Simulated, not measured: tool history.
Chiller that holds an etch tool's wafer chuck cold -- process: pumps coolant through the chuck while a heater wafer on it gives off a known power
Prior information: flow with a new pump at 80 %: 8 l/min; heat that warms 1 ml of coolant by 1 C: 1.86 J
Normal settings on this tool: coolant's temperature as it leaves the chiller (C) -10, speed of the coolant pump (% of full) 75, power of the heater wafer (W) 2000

run	hour	coolant's temperature as it leaves the chiller (C)	speed of the coolant pump (% of full)	power of the heater wafer (W)	chuck's temperature once it has settled (C)	how much warmer the coolant comes back (C)
1	0.0	-10	75	2000	5.0	8.58
2	131.2	-10	75	2000	5.0	8.59
3	300.3	-10	75	2000	5.0	8.69
4	496.9	-13	75	2000	1.8	8.69
5	621.7	-10	90	2000	3.2	7.14
6	719.6	-12	75	2000	3.2	8.71
7	890.3	-10	75	2000	5.0	8.60
8	1027.3	-2	75	2000	13.0	8.64
9	1154.6	-2	75	2000	13.0	8.59
10	1303.3	-2	75	2000	13.1	8.64
11	1412.7	-2	75	2000	13.0	8.64
12	1573.2	-2	75	2000	12.9	8.55
13	1737.4	-4	75	2000	11.1	8.60
14	1918.1	-4	75	2000	11.1	8.60
15	2020.9	-4	75	2000	10.9	8.59

Expected results for the next run?
# hour 2078.5: coolant changed, channels flushed
16	2142.1	-4	75	2000	?	?

{"run 16": {"chuck's temperature once it has settled (C)": 10.9, "how much warmer the coolant comes back (C)": 8.57}}
Without the tool's hidden state the same run would have given chuck's temperature once it has settled (C) 10.9, how much warmer the coolant comes back (C) 8.57.
